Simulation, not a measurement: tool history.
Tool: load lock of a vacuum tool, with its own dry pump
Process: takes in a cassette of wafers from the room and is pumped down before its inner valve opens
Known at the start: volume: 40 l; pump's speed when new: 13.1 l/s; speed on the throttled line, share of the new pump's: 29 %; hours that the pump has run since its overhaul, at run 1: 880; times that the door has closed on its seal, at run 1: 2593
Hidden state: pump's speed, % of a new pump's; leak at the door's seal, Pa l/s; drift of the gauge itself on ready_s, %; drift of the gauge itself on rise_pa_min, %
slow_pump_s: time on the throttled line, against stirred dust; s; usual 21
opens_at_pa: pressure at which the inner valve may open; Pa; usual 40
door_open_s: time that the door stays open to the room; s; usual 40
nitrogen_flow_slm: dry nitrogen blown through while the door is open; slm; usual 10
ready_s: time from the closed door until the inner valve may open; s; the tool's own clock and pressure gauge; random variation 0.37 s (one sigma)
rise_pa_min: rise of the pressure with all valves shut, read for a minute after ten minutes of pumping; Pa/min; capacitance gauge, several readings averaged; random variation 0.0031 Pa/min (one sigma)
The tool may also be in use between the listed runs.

run,day,slow_pump_s,opens_at_pa,door_open_s,nitrogen_flow_slm,hours that the pump has run since its overhaul,times that the door has closed on its seal,"incoming humidity of the room's air, %",ready_s,rise_pa_min
1,0.000,21,40,40,10,880,2593,44.2,39.2,0.060
2,4.792,21,40,40,10,995,2969,42.0,38.7,0.065
3,10.012,21,40,40,10,1121,3379,45.7,39.1,0.067
4,14.062,21,40,40,10,1218,3697,44.1,39.1,0.071
5,18.408,21,40,40,10,1322,4039,46.6,39.1,0.073
6,23.683,25,40,40,10,1449,4453,45.4,42.5,0.076
7,27.492,25,40,40,10,1540,4752,47.2,41.4,0.082
8,31.479,21,40,40,10,1636,5065,40.4,39.7,0.067
9,38.204,21,40,40,10,1797,5593,44.7,38.9,0.081
10,42.788,21,40,40,10,1907,5953,42.1,38.6,0.082
11,46.942,21,40,40,10,2007,6279,44.8,39.4,0.082
12,53.908,10,31,54,7,2174,6827,46.1,31.9,0.107
13,57.058,10,57,35,7,2250,7074,47.1,31.1,0.092
14,62.112,30,59,38,11,2371,7471,43.2,44.5,0.089
15,66.542,14,32,230,40,2477,7819,42.5,35.5,0.111
16,71.838,12,40,40,10,2605,8235,45.7,33.2,0.102
17,75.896,12,40,40,10,2702,8554,45.1,33.5,0.101
18,79.550,12,40,87,20,2790,8840,44.1,33.0,0.108
19,84.346,17,40,40,10,2905,9217,46.4,37.4,0.107
20,89.375,17,68,114,10,3025,9612,46.6,35.6,0.149
21,93.112,17,48,114,11,3115,9906,46.4,35.8,0.149

Some steps in ready_s between neighbouring runs. How much of each would the tool show without its hidden state too (settings, what came in, random variation), and how much is left for the hidden state, with any gauge scatter that isn't in both results?
Run 13 -> 14: slow_pump_s 10 -> 30, opens_at_pa 57 -> 59, door_open_s 35 -> 38, nitrogen_flow_slm 7 -> 11. ready_s +13.4 s: hidden state -0.2, all else +13.6.
Run 14 -> 15: slow_pump_s 30 -> 14, opens_at_pa 59 -> 32, door_open_s 38 -> 230, nitrogen_flow_slm 11 -> 40. ready_s -9.0 s: hidden state +0.3, all else -9.3.
